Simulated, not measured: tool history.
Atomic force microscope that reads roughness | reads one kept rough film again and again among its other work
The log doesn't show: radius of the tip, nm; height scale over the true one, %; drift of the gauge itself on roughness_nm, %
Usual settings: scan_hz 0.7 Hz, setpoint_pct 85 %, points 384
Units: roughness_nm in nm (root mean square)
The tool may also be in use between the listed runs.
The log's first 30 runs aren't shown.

run	hour	scan_hz	setpoint_pct	points	pictures with this tip	hours of work since the height scale was calibrated	roughness_nm
31	1114.7	0.543	71	317	107	1190	4.534
# hour 1132.2: new tip fitted
32	1145.8	0.543	56	317	18	1207	4.649
33	1184	1.971	66	498	70	1228	4.355
34	1218	1.971	66	498	116	1247	4.384
# hour 1229.7: new tip fitted
35	1271.2	1.462	66	711	57	1276	4.48
# hour 1325.2: new tip fitted
36	1325.2	0.501	66	323	0	1305	4.591
37	1371.9	0.501	66	323	64	1331	4.585
# hour 1422.8: new tip fitted
38	1424.7	0.501	66	323	3	1360	4.566
39	1477.3	0.501	66	323	74	1389	4.575
40	1516.1	1.151	66	323	127	1410	4.463
# hour 1518.9: new tip fitted
41	1554.9	1.151	66	323	49	1431	4.461
42	1601.4	1.132	62	590	112	1457	4.537
# hour 1614.5: new tip fitted
43	1656.3	3.161	60	515	57	1487	4.326

Forecast run 44:
44	1701.3	1.506	81	515	118	1512	?

roughness_nm: 4.144 nm (root mean square)
Without the tool's hidden state the same run would have given roughness_nm 4.153 nm (root mean square).

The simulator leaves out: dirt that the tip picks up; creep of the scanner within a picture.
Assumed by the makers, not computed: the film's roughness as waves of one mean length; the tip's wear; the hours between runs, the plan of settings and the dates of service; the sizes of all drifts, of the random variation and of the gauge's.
